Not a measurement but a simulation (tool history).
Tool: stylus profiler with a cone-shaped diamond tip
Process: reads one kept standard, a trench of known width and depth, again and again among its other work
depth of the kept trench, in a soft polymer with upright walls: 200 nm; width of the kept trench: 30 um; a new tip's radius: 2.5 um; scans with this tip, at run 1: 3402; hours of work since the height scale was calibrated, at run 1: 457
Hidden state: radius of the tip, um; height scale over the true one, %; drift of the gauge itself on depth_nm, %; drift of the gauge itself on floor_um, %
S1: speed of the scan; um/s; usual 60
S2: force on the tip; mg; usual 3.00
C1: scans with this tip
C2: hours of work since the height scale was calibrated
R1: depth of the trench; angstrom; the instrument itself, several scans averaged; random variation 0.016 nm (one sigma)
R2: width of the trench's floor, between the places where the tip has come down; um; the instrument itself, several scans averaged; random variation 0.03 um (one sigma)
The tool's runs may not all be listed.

| run | hour | S1 | S2 | C1 | C2 | R1 | R2 |
|---|---|---|---|---|---|---|---|
| 1 | 0.0 | 60 | 3.00 | 3402 | 457 | 2029.0 | 27.68 |
| 2 | 10.7 | 60 | 3.00 | 3465 | 466 | 2029.3 | 27.74 |
| 3 | 30.5 | 60 | 3.00 | 3582 | 481 | 2029.0 | 27.74 |
| 4 | 47.8 | 60 | 5.68 | 3684 | 495 | 2043.9 | 27.73 |
| 5 | 64.3 | 63 | 3.00 | 3782 | 508 | 2029.1 | 27.74 |
| 6 | 74.3 | 60 | 3.17 | 3841 | 516 | 2030.3 | 27.73 |
| 7 | 83.4 | 60 | 3.17 | 3895 | 524 | 2030.4 | 27.71 |
| 8 | 103.8 | 60 | 3.00 | 4015 | 540 | 2029.4 | 27.67 |
| 9 | 114.6 | 138 | 3.00 | 4079 | 548 | 2029.4 | 27.57 |
| 10 | 123.9 | 27 | 3.00 | 4134 | 556 | 2029.6 | 27.83 |
| 11 | 143.8 | 27 | 5.63 | 4252 | 572 | 2043.7 | 27.79 |
| 12 | 161.6 | 27 | 5.63 | 4357 | 586 | 2043.8 | 27.74 |
| 13 | 181.7 | 27 | 5.63 | 4476 | 602 | 2044.0 | 27.77 |
| 14 | 194.7 | 45 | 5.63 | 4553 | 612 | 2044.1 | 27.70 |
| 15 | 205.6 | 45 | 5.63 | 4617 | 621 | 2044.1 | 27.74 |
| 16 | 216.4 | 45 | 5.63 | 4681 | 629 | 2044.2 | 27.75 |
|  | 218.3 | height scale calibrated on a step standard |
| 17 | 234.7 | 45 | 5.63 | 4786 | 13 | 2044.7 | 27.73 |
| 18 | 244.5 | 45 | 5.63 | 4844 | 21 | 2044.8 | 27.75 |
| 19 | 256.5 | 24 | 5.63 | 4915 | 30 | 2044.7 | 27.74 |
|  | 269.5 | height scale calibrated on a step standard, once more |
| 20 | 272.1 | 21 | 3.00 | 5005 | 2 | 2027.6 | 27.78 |
| 21 | 282.1 | 179 | 3.00 | 5063 | 10 | 2028.0 | 27.45 |
| 22 | 296.2 | 179 | 3.00 | 5147 | 21 | 2027.6 | 27.40 |
| 23 | 316.3 | 179 | 3.00 | 5265 | 37 | 2027.6 | 27.38 |
| 24 | 326.2 | 179 | 3.00 | 5324 | 45 | 2027.8 | 27.40 |
| 25 | 346.3 | 179 | 3.00 | 5443 | 61 | 2027.8 | 27.43 |
| 26 | 360.6 | 131 | 6.51 | 5527 | 72 | 2046.7 | 27.60 |
| 27 | 373.1 | 25 | 2.29 | 5602 | 82 | 2023.4 | 27.68 |
| 28 | 385.8 | 84 | 7.17 | 5677 | 92 | 2049.7 | 27.62 |
| 29 | 397.2 | 84 | 7.17 | 5744 | 102 | 2049.5 | 27.61 |
| 30 | 414.3 | 35 | 2.16 | 5845 | 115 | 2022.5 | 27.70 |
| 31 | 430.4 | 39 | 3.00 | 5940 | 128 | 2027.6 | 27.62 |
| 32 | 443.9 | 122 | 6.64 | 6020 | 139 | 2047.3 | 27.62 |
| 33 | 454.6 | 207 | 6.81 | 6083 | 147 | 2047.9 | 27.46 |
| 34 | 463.9 | 87 | 1.23 | 6138 | 155 | 2015.3 | 27.46 |
| 35 | 476.9 | 46 | 3.75 | 6215 | 165 | 2032.4 | 27.63 |
| 36 | 491.3 | 203 | 4.41 | 6300 | 176 | 2036.2 | 27.35 |
| 37 | 502.4 | 68 | 5.41 | 6366 | 185 | 2041.5 | 27.67 |
| 38 | 513.6 | 68 | 5.41 | 6432 | 194 | 2041.6 | 27.62 |
| 39 | 522.8 | 71 | 1.13 | 6487 | 201 | 2015.1 | 27.45 |
| 40 | 531.9 | 42 | 1.49 | 6540 | 209 | 2017.9 | 27.53 |
| 41 | 550.3 | 48 | 3.30 | 6649 | 223 | 2029.9 | 27.56 |
| 42 | 564.1 | 132 | 1.02 | 6731 | 234 | 2014.1 | 27.21 |
| 43 | 577.7 | 235 | 3.00 | 6811 | 245 | 2028.2 | 27.22 |
| 44 | 592.2 | 101 | 3.00 | 6896 | 256 | 2028.5 | 27.45 |
| 45 | 601.9 | 101 | 3.00 | 6954 | 264 | 2028.2 | 27.54 |

3 ways to go on from here, each from the tool as it stands after run 45. What would each give?
| A | 618.4 | 69 | 6.68 | 7052 | 277 | ? | ? |
| B | 618.4 | 31 | 1.17 | 7052 | 277 | ? | ? |
| C | 618.4 | 21 | 2.55 | 7052 | 277 | ? | ? |

| run | R1 | R2 |
|---|---|---|
| A | 2047.8 | 27.62 |
| B | 2015.4 | 27.59 |
| C | 2025.8 | 27.67 |
Without the tool's hidden state the same runs would have given:
| run | R1 | R2 |
|---|---|---|
| A | 2047.1 | 27.96 |
| B | 2014.7 | 27.94 |
| C | 2025.1 | 28.01 |
